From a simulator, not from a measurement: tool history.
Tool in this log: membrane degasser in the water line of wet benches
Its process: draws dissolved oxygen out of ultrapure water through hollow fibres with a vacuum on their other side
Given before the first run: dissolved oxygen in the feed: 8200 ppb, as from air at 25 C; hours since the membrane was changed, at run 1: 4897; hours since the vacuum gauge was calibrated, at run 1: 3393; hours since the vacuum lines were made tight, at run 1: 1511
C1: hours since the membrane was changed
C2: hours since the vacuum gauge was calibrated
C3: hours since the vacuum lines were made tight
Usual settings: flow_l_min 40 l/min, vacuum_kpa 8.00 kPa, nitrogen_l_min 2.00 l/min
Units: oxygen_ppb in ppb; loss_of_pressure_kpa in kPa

{"run": 1, "hour": 0.0, "flow_l_min": 40, "vacuum_kpa": 8.0, "nitrogen_l_min": 2.0, "C1": 4897, "C2": 3393, "C3": 1511, "oxygen_ppb": 493.1, "loss_of_pressure_kpa": 57.28}
{"run": 2, "hour": 284.6, "flow_l_min": 26, "vacuum_kpa": 8.0, "nitrogen_l_min": 2.0, "C1": 5181, "C2": 3678, "C3": 1796, "oxygen_ppb": 266.0, "loss_of_pressure_kpa": 37.43}
{"run": 3, "hour": 455.5, "flow_l_min": 40, "vacuum_kpa": 8.0, "nitrogen_l_min": 2.0, "C1": 5352, "C2": 3849, "C3": 1967, "oxygen_ppb": 498.7, "loss_of_pressure_kpa": 57.45}
{"run": 4, "hour": 687.9, "flow_l_min": 40, "vacuum_kpa": 8.0, "nitrogen_l_min": 2.0, "C1": 5585, "C2": 4081, "C3": 2199, "oxygen_ppb": 478.8, "loss_of_pressure_kpa": 56.9}
{"run": 5, "hour": 843.4, "flow_l_min": 40, "vacuum_kpa": 8.0, "nitrogen_l_min": 2.0, "C1": 5740, "C2": 4237, "C3": 2355, "oxygen_ppb": 491.9, "loss_of_pressure_kpa": 57.1}
{"hour": 1047.3, "done": "vacuum gauge calibrated"}
{"run": 6, "hour": 1181.1, "flow_l_min": 40, "vacuum_kpa": 8.0, "nitrogen_l_min": 2.0, "C1": 6077, "C2": 134, "C3": 2692, "oxygen_ppb": 486.5, "loss_of_pressure_kpa": 56.75}
{"run": 7, "hour": 1533.2, "flow_l_min": 40, "vacuum_kpa": 8.0, "nitrogen_l_min": 2.0, "C1": 6429, "C2": 486, "C3": 3044, "oxygen_ppb": 502.8, "loss_of_pressure_kpa": 57.05}
{"run": 8, "hour": 1708.4, "flow_l_min": 40, "vacuum_kpa": 8.0, "nitrogen_l_min": 2.0, "C1": 6605, "C2": 661, "C3": 3219, "oxygen_ppb": 496.2, "loss_of_pressure_kpa": 57.38}
{"hour": 1742.3, "done": "seals of the vacuum lines changed"}
{"run": 9, "hour": 1971.8, "flow_l_min": 40, "vacuum_kpa": 8.0, "nitrogen_l_min": 2.0, "C1": 6866, "C2": 922, "C3": 230, "oxygen_ppb": 482.4, "loss_of_pressure_kpa": 56.8}
{"run": 10, "hour": 2209.3, "flow_l_min": 40, "vacuum_kpa": 8.0, "nitrogen_l_min": 2.0, "C1": 7103, "C2": 1160, "C3": 467, "oxygen_ppb": 491.1, "loss_of_pressure_kpa": 56.69}
{"run": 11, "hour": 2520.4, "flow_l_min": 40, "vacuum_kpa": 8.0, "nitrogen_l_min": 2.0, "C1": 7415, "C2": 1471, "C3": 778, "oxygen_ppb": 495.1, "loss_of_pressure_kpa": 57.19}
{"run": 12, "hour": 2735.9, "flow_l_min": 31, "vacuum_kpa": 8.0, "nitrogen_l_min": 2.0, "C1": 7630, "C2": 1687, "C3": 994, "oxygen_ppb": 343.9, "loss_of_pressure_kpa": 44.3}
{"run": 13, "hour": 2984.7, "flow_l_min": 31, "vacuum_kpa": 8.0, "nitrogen_l_min": 2.0, "C1": 7879, "C2": 1935, "C3": 1242, "oxygen_ppb": 341.1, "loss_of_pressure_kpa": 44.32}
{"run": 14, "hour": 3297.0, "flow_l_min": 31, "vacuum_kpa": 8.0, "nitrogen_l_min": 2.0, "C1": 8191, "C2": 2248, "C3": 1555, "oxygen_ppb": 347.4, "loss_of_pressure_kpa": 43.73}
{"hour": 3556.6, "done": "membrane cartridge changed"}
{"run": 15, "hour": 3669.3, "flow_l_min": 40, "vacuum_kpa": 8.0, "nitrogen_l_min": 0.85, "C1": 113, "C2": 2616, "C3": 1923, "oxygen_ppb": 687.9, "loss_of_pressure_kpa": 56.75}
{"run": 16, "hour": 3829.2, "flow_l_min": 40, "vacuum_kpa": 8.0, "nitrogen_l_min": 0.85, "C1": 273, "C2": 2776, "C3": 2083, "oxygen_ppb": 696.8, "loss_of_pressure_kpa": 56.63}
{"run": 17, "hour": 4074.3, "flow_l_min": 62, "vacuum_kpa": 19.23, "nitrogen_l_min": 1.54, "C1": 518, "C2": 3021, "C3": 2328, "oxygen_ppb": 1596.2, "loss_of_pressure_kpa": 87.57}
{"run": 18, "hour": 4253.4, "flow_l_min": 29, "vacuum_kpa": 7.78, "nitrogen_l_min": 3.91, "C1": 697, "C2": 3200, "C3": 2507, "oxygen_ppb": 236.3, "loss_of_pressure_kpa": 40.91}
{"run": 19, "hour": 4594.4, "flow_l_min": 29, "vacuum_kpa": 7.78, "nitrogen_l_min": 3.91, "C1": 1038, "C2": 3541, "C3": 2848, "oxygen_ppb": 233.8, "loss_of_pressure_kpa": 40.9}
{"run": 20, "hour": 4825.1, "flow_l_min": 48, "vacuum_kpa": 8.0, "nitrogen_l_min": 3.03, "C1": 1269, "C2": 3772, "C3": 3079, "oxygen_ppb": 568.8, "loss_of_pressure_kpa": 67.2}
{"hour": 5003.8, "done": "seals of the vacuum lines changed"}
{"run": 21, "hour": 5137.6, "flow_l_min": 32, "vacuum_kpa": 8.05, "nitrogen_l_min": 2.8, "C1": 1579, "C2": 4082, "C3": 134, "oxygen_ppb": 317.2, "loss_of_pressure_kpa": 45.19}
{"run": 22, "hour": 5364.7, "flow_l_min": 32, "vacuum_kpa": 8.05, "nitrogen_l_min": 2.8, "C1": 1806, "C2": 4309, "C3": 361, "oxygen_ppb": 311.9, "loss_of_pressure_kpa": 44.67}
{"hour": 5498.8, "done": "vacuum gauge calibrated"}
{"run": 23, "hour": 5733.3, "flow_l_min": 35, "vacuum_kpa": 5.88, "nitrogen_l_min": 1.7, "C1": 2174, "C2": 235, "C3": 729, "oxygen_ppb": 346.3, "loss_of_pressure_kpa": 49.04}
{"run": 24, "hour": 5935.7, "flow_l_min": 48, "vacuum_kpa": 9.23, "nitrogen_l_min": 2.0, "C1": 2377, "C2": 437, "C3": 931, "oxygen_ppb": 682.5, "loss_of_pressure_kpa": 67.43}
{"run": 25, "hour": 6094.1, "flow_l_min": 41, "vacuum_kpa": 11.4, "nitrogen_l_min": 2.61, "C1": 2535, "C2": 595, "C3": 1090, "oxygen_ppb": 573.0, "loss_of_pressure_kpa": 57.29}
{"run": 26, "hour": 6450.9, "flow_l_min": 41, "vacuum_kpa": 11.4, "nitrogen_l_min": 2.61, "C1": 2892, "C2": 952, "C3": 1447, "oxygen_ppb": 573.7, "loss_of_pressure_kpa": 57.66}
{"run": 27, "hour": 6768.9, "flow_l_min": 53, "vacuum_kpa": 16.44, "nitrogen_l_min": 1.7, "C1": 3210, "C2": 1270, "C3": 1765, "oxygen_ppb": 1178.1, "loss_of_pressure_kpa": 74.08}
{"run": 28, "hour": 7108.9, "flow_l_min": 53, "vacuum_kpa": 16.44, "nitrogen_l_min": 1.53, "C1": 3550, "C2": 1610, "C3": 2105, "oxygen_ppb": 1243.5, "loss_of_pressure_kpa": 73.99}
{"run": 29, "hour": 7420.9, "flow_l_min": 40, "vacuum_kpa": 6.39, "nitrogen_l_min": 3.02, "C1": 3862, "C2": 1922, "C3": 2417, "oxygen_ppb": 384.6, "loss_of_pressure_kpa": 55.7}
{"run": 30, "hour": 7608.2, "flow_l_min": 40, "vacuum_kpa": 6.39, "nitrogen_l_min": 3.02, "C1": 4049, "C2": 2109, "C3": 2604, "oxygen_ppb": 389.6, "loss_of_pressure_kpa": 55.96}
{"run": 31, "hour": 7943.9, "flow_l_min": 40, "vacuum_kpa": 6.39, "nitrogen_l_min": 3.02, "C1": 4385, "C2": 2445, "C3": 2940, "oxygen_ppb": 378.4, "loss_of_pressure_kpa": 55.49}

Entry by entry between the runs, the difference in hidden state between the last listed run before and the first listed run after:
In the gap between runs 5 and 6: vacuum gauge calibrated (hour 1047.3)
  true pressure behind the membrane over the reading, kPa: 0.01 -> 0; air that leaks in behind the membrane, l/min: 0.0021 -> 0.0022; drift of the gauge itself on loss_of_pressure_kpa, %: -0.3 -> -0.42
  difference, measured minus the result without the unlogged condition, loss_of_pressure_kpa: -0.13 -> -0.19 kPa
In the gap between runs 8 and 9: seals of the vacuum lines changed (hour 1742.3)
  air that leaks in behind the membrane, l/min: 0.0022 -> 0.002; drift of the gauge itself on loss_of_pressure_kpa, %: -0.61 -> -0.7
  difference, measured minus the result without the unlogged condition, loss_of_pressure_kpa: -0.29 -> -0.34 kPa
In the gap between runs 14 and 15: membrane cartridge changed (hour 3556.6)
  membrane still open, %: 99.9 -> 100; drift of the gauge itself on loss_of_pressure_kpa, %: -1.17 -> -1.3
  difference, measured minus the result without the unlogged condition, loss_of_pressure_kpa: -0.47 -> -0.74 kPa
In the gap between runs 20 and 21: seals of the vacuum lines changed (hour 5003.8)
  air that leaks in behind the membrane, l/min: 0.0021 -> 0.002; drift of the gauge itself on loss_of_pressure_kpa, %: -1.71 -> -1.82
  difference, measured minus the result without the unlogged condition, loss_of_pressure_kpa: -1.16 -> -0.83 kPa
In the gap between runs 22 and 23: vacuum gauge calibrated (hour 5498.8)
  true pressure behind the membrane over the reading, kPa: 0.01 -> 0; drift of the gauge itself on loss_of_pressure_kpa, %: -1.9 -> -2.03
  difference, measured minus the result without the unlogged condition, loss_of_pressure_kpa: -0.86 -> -1.01 kPa

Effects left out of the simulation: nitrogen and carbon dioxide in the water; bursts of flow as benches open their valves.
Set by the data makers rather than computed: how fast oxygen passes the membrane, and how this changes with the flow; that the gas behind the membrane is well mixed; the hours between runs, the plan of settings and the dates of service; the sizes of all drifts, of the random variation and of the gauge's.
